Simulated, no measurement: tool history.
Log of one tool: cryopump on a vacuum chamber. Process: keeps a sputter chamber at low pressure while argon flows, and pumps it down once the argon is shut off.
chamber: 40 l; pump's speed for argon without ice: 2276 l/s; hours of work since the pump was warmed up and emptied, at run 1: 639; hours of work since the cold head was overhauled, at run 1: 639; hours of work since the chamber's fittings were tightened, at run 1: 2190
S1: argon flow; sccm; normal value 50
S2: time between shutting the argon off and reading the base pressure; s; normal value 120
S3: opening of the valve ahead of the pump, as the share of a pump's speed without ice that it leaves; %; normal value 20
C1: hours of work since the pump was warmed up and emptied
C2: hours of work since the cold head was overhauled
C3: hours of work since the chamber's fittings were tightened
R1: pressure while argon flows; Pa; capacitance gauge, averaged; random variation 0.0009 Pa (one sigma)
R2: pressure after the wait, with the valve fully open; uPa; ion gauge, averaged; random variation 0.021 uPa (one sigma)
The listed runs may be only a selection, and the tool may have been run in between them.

run	hour	S1	S2	S3	C1	C2	C3	R1	R2
1	0.0	50	120	20	639	639	2190	0.1912	1.55
2	32.5	50	120	20	664	664	2215	0.1931	1.51
3	84.4	50	146	20	705	705	2256	0.1925	1.52
4	121.4	50	120	17	734	734	2285	0.2259	1.54
# hour 143.1: pump warmed up, emptied and cooled again
5	152.9	50	81	17	8	755	2306	0.2186	1.57
6	181.3	30	120	20	30	777	2328	0.1116	1.43
7	221.6	50	120	16	62	809	2360	0.2332	1.41
8	249.2	50	120	20	83	831	2382	0.1861	1.42
9	291.7	32	120	20	117	864	2415	0.1187	1.49
10	345.4	22	120	20	159	906	2457	0.0815	1.48
11	386.7	22	120	20	192	939	2490	0.0823	1.49
12	412.6	22	120	20	212	959	2510	0.0817	1.52
13	453.0	50	193	20	244	991	2542	0.1870	1.47
14	511.4	50	193	20	290	1037	2588	0.1880	1.44
15	558.7	50	193	20	327	1074	2625	0.1887	1.47
16	587.7	50	120	52	350	1097	2648	0.0737	1.66
17	615.7	50	120	20	372	1119	2670	0.1886	1.66
18	646.0	82	142	34	396	1143	2694	0.1870	1.58
# hour 651.9: leaking fittings of the chamber tightened, without venting
19	690.2	75	94	58	429	1176	30	0.1018	0.62
20	735.3	75	94	58	464	1212	66	0.1019	0.66
21	770.2	97	70	17	492	1239	93	0.4317	0.85
22	811.2	60	21	31	524	1271	125	0.1505	2.20
23	865.8	60	21	31	567	1314	168	0.1497	2.35
24	918.4	77	100	23	608	1356	210	0.2577	0.71
25	950.4	69	120	18	634	1381	235	0.2933	0.64
26	979.0	25	293	17	656	1403	257	0.1115	0.42
27	1019.2	47	159	17	688	1435	289	0.2106	0.57
28	1051.4	84	52	17	713	1460	314	0.3754	1.17
29	1087.6	84	179	36	742	1489	343	0.1860	0.55
# hour 1100.3: pump warmed up, emptied and cooled again
30	1148.3	84	179	36	38	1533	387	0.1748	0.55
31	1202.5	97	77	16	80	1575	429	0.4519	0.90
32	1240.1	97	77	16	110	1605	459	0.4511	0.89
33	1273.2	50	141	29	136	1631	485	0.1288	0.69
34	1329.6	50	141	29	180	1675	529	0.1290	0.68

Here are 3 independent what-if runs from the current tool condition. What would each one return?
A	1367.5	43	120	55	210	1705	559	?	?
B	1367.5	64	31	20	210	1705	559	?	?
C	1367.5	50	231	29	210	1705	559	?	?

run	R1	R2
A	0.0597	0.73
B	0.2398	1.82
C	0.1304	0.58
The same runs, with their run-to-run variation unchanged, on a tool lacking any hidden condition would have given:
run	R1	R2
A	0.0578	0.48
B	0.2371	1.57
C	0.1283	0.33
